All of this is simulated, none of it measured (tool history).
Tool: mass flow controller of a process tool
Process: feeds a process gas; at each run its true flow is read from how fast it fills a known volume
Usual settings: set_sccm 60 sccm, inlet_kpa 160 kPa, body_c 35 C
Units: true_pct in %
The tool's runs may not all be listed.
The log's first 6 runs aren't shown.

Run 7, hour 651.5: usual settings but set_sccm 15 sccm. Result: true_pct 96.74 %.
Run 8, hour 759.6: usual settings. Result: true_pct 99.29 %.
Run 9, hour 848.9: usual settings. Result: true_pct 99.24 %.
Run 10, hour 958.8: usual settings. Result: true_pct 99.28 %.
Run 11, hour 1114: usual settings. Result: true_pct 99.05 %.
Run 12, hour 1222: usual settings. Result: true_pct 99.12 %.
Run 13, hour 1363: usual settings. Result: true_pct 99.14 %.
Run 14, hour 1503.8: usual settings. Result: true_pct 98.87 %.
Run 15, hour 1575.2: usual settings. Result: true_pct 98.98 %.
At hour 1589.9: controller's zero set anew.
Run 16, hour 1676.3: usual settings. Result: true_pct 98.74 %.
Run 17, hour 1823.5: usual settings but set_sccm 88 sccm, inlet_kpa 158 kPa. Result: true_pct 99.79 %.
Run 18, hour 1917.9: usual settings but set_sccm 88 sccm, inlet_kpa 158 kPa, body_c 29 C. Result: true_pct 98.93 %.
Run 19, hour 2012.1: usual settings but inlet_kpa 203 kPa, body_c 32 C. Result: true_pct 98.03 %.
Run 20, hour 2116.3: usual settings but inlet_kpa 245 kPa, body_c 28 C. Result: true_pct 97.31 %.
Run 21, hour 2250.1: usual settings but set_sccm 11 sccm, inlet_kpa 165 kPa, body_c 28 C. Result: true_pct 92.86 %.
Run 22, hour 2352.6: usual settings but set_sccm 71 sccm, inlet_kpa 197 kPa, body_c 28 C. Result: true_pct 97.94 %.
At hour 2365.2: controller's zero set anew, once more.
Run 23, hour 2492.3: usual settings but set_sccm 24 sccm, inlet_kpa 194 kPa, body_c 28 C. Result: true_pct 97.35 %.
Run 24, hour 2573.9: usual settings but set_sccm 16 sccm, inlet_kpa 176 kPa, body_c 23 C. Result: true_pct 96.56 %.
Run 25, hour 2649.9: usual settings but inlet_kpa 223 kPa. Result: true_pct 98.95 %.
Run 26, hour 2799.4: usual settings but inlet_kpa 165 kPa. Result: true_pct 99.27 %.
Run 27, hour 2917: usual settings but set_sccm 14 sccm, inlet_kpa 221 kPa. Result: true_pct 97.3 %.
Run 28, hour 2998: usual settings but inlet_kpa 189 kPa, body_c 21 C. Result: true_pct 97.23 %.
Run 29, hour 3141.2: usual settings but set_sccm 31 sccm, inlet_kpa 233 kPa. Result: true_pct 97.8 %.
Run 30, hour 3237.4: usual settings but set_sccm 26 sccm, inlet_kpa 171 kPa, body_c 38 C. Result: true_pct 98.37 %.

5 ways to go on from here, each from the tool as it stands after run 30. What would each give?
Run A, hour 3341.6: usual settings but set_sccm 39 sccm, inlet_kpa 226 kPa, body_c 29 C. Result: true_pct ?.
Run B, hour 3341.6: usual settings but set_sccm 15 sccm, inlet_kpa 259 kPa, body_c 25 C. Result: true_pct ?.
Run C, hour 3341.6: usual settings but set_sccm 20 sccm, inlet_kpa 158 kPa, body_c 38 C. Result: true_pct ?.
Run D, hour 3341.6: usual settings but set_sccm 26 sccm, inlet_kpa 262 kPa, body_c 21 C. Result: true_pct ?.
Run E, hour 3341.6: usual settings but body_c 31 C. Result: true_pct ?.

run  true_pct
  A     97.32
  B     95.82
  C     98.09
  D      95.7
  E      98.6
Without the tool's hidden state the same runs would have given:
run  true_pct
  A     98.79
  B     97.68
  C     99.79
  D     97.29
  E     99.99
